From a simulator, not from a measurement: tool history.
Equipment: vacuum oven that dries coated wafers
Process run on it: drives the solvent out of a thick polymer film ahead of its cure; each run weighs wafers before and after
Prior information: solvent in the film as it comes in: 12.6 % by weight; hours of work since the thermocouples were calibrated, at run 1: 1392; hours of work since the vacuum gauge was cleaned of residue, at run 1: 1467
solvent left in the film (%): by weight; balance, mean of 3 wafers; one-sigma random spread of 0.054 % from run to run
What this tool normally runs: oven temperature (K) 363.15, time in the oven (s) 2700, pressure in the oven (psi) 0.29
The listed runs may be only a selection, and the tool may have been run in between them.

run    hour  oven temperature (K)  time in the oven (s)  pressure in the oven (psi)  hours of work since the thermocouples were calibrated  hours of work since the vacuum gauge was cleaned of residue  solvent left in the film (%)
  1       0                363.15                  2700                        0.29                                                   1392                                                         1467                          2.81
  2    52.4                363.15                  2700                        0.29                                                   1431                                                         1506                          2.69
  3      84                363.15                  3060                        0.29                                                   1455                                                         1530                          2.38
  4   123.3                363.15                  3060                        0.29                                                   1485                                                         1559                          2.43
      178.3  -- oven's thermocouples calibrated
  5   186.1                359.15                  2700                        0.29                                                      6                                                         1605                          2.96
  6   223.3                359.15                  2700                        0.29                                                     34                                                         1633                           3.1
  7   257.9                359.15                  2700                       0.341                                                     60                                                         1659                          3.19
  8   304.3                359.15                  2700                       0.719                                                     94                                                         1694                          4.36
  9   333.3                359.15                  2700                       0.719                                                    116                                                         1715                          4.33
 10     382                359.15                  2700                       0.719                                                    153                                                         1752                          4.52
 11   417.2                365.15                  2700                       0.719                                                    179                                                         1778                          3.33
 12   452.1                355.15                  2700                        0.29                                                    205                                                         1804                          3.93
 13   489.9                355.15                  2700                        0.29                                                    234                                                         1833                          3.94
 14   528.6                363.15                  2700                        0.29                                                    263                                                         1862                           2.5
 15   582.2                363.15                  2700                        0.29                                                    303                                                         1902                          2.54
 16   630.7                363.15                  2700                        0.29                                                    339                                                         1938                          2.54
 17   669.2                363.15                  3360                       0.165                                                    368                                                         1967                          1.52
      673.4  -- vacuum gauge cleaned of residue and calibrated
 18   729.7                365.15                  2880                       0.219                                                    412                                                           42                          1.92
      781.1  -- vacuum gauge cleaned of residue and calibrated, once more
 19   788.3                365.15                  2400                       0.164                                                    455                                                            5                          1.84
 20     842                365.15                  2220                        1.07                                                    495                                                           46                          4.48
 21   884.2                367.15                  2100                       0.499                                                    527                                                           77                          2.82
 22   914.3                367.15                  2100                       0.499                                                    550                                                          100                          2.91
 23   941.5                350.15                  4380                        0.29                                                    570                                                          120                          3.29
 24   996.4                360.15                  2700                        0.17                                                    611                                                          161                          2.46
 25    1053                360.15                  2700                        0.17                                                    654                                                          204                           2.4
 26  1094.5                352.15                  4740                       0.287                                                    685                                                          235                          2.78
 27  1140.1                363.15                  2460                        0.29                                                    719                                                          269                          2.61
 28  1173.4                361.15                  4680                       0.186                                                    744                                                          294                          1.19
 29  1199.5                358.15                  4680                       0.226                                                    763                                                          314                          1.67

Alternative continuations, all from the tool just after run 29; predict every row:
  A  1235.3                351.15                  4680                       0.254                                                    790                                                          341                             ?
  B  1235.3                363.15                  2700                       1.127                                                    790                                                          341                             ?
  C  1235.3                351.15                  2700                        0.29                                                    790                                                          341                             ?
  D  1235.3                370.15                  1680                        0.29                                                    790                                                          341                             ?

run  solvent left in the film (%)
  A                          2.85
  B                           4.8
  C                           4.7
  D                          2.51
Stripped of hidden state, with their random variation kept, the same runs would have yielded:
run  solvent left in the film (%)
  A                          2.51
  B                          4.42
  C                          4.32
  D                          2.24
